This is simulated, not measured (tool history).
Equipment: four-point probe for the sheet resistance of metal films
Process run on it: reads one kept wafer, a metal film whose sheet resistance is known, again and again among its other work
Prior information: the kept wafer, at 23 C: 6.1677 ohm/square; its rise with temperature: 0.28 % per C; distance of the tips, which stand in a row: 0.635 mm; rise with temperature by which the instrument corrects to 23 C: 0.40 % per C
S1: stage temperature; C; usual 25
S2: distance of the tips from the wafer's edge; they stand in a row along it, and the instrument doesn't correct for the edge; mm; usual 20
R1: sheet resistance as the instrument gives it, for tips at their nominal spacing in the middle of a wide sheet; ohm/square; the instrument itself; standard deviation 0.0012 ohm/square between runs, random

run   hour  S1  S2        R1
  1      0  25  20  6.127696
  2   23.3  25  20  6.127665
  3   53.5  25   3   6.26966
  4   78.6  25  15  6.129385
  5  105.2  25  20  6.127737
  6  135.5  25  20  6.127514
  7  153.1  25  20  6.129043
  8  173.3  25  20  6.126919
  9  199.2  25  48  6.124097
 10  219.6  18  20  6.182641
 11  243.5  18  20   6.18261
 12  278.3  32  30  6.076172
 13  297.8  25   4  6.207074
 14  312.2  26  32    6.1134
 15    336  29  12  6.104308
 16  356.1  25  30  6.125897
 17  376.6  25  14  6.128938
 18  393.6  31  15  6.086256

Had the tool no unlogged condition, and each run kept its random variation, what would the results have been?
Hidden state at play: inner tips' distance over the nominal, %; tips' flats over new ones', %; wafer's true temperature over the reading, C; drift of the gauge itself on sheet_ohm, %.
run        R1
  1  6.155871
  2   6.15592
  3  6.298603
  4  6.157844
  5  6.156308
  6  6.156189
  7  6.157794
  8   6.15573
  9  6.152998
 10  6.211641
 11  6.211711
 12  6.105403
 13  6.236707
 14  6.142718
 15  6.133781
 16  6.155421
 17  6.158554
 18  6.115943

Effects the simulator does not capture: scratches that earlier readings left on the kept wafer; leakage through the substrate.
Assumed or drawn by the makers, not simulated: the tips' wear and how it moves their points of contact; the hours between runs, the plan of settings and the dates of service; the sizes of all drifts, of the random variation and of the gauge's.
